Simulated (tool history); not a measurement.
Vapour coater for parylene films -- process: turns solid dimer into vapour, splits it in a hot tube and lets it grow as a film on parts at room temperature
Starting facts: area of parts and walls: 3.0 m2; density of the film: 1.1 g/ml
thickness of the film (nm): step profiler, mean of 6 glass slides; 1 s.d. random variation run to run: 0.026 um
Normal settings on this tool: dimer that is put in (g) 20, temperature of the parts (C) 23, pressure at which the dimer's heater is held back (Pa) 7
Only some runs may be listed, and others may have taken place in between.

run,hour,dimer that is put in (g),temperature of the parts (C),pressure at which the dimer's heater is held back (Pa),thickness of the film (nm)
1,0,20,23,7,4020
2,15.9,20,23,7,4040
3,25.4,20,23,7,4040
4,39.5,20,23,7,4040
5,49.3,20,23,7,4050
6,57.2,20,23,7,4070
7,73,22,23,7,4410
8,86.6,12,23,7,2420
9,98.4,12,23,7,2410
10,114.8,12,23,7,2400
11,123.9,12,23,7,2360
# hour 129.2: trap's valve overhauled
12,136,16,17,7,3470
13,145,21,23,11.38,3710
14,158.4,21,23,11.38,3730
# hour 173.5: trap's valve overhauled, once more
15,176.5,21,23,11.38,3990
16,184,10,23,4.75,2250
17,199.4,31,23,2.53,7930
18,213.5,9,23,7,1880
19,228.5,9,23,7,1910
20,235.6,20,18,7,4560
21,242.8,20,18,7,4580
22,256.6,20,24,7,4120

4 options for the next run, each taken on its own from the tool as it stands now. Forecast them:
A,268.1,23,23,7,?
B,268.1,34,23,7,?
C,268.1,17,23,2.62,?
D,268.1,17,23,7,?

run,thickness of the film (nm)
A,4810
B,7020
C,4350
D,3540
Without the tool's unlogged condition, the same runs would have read:
run,thickness of the film (nm)
A,4860
B,7100
C,4400
D,3580
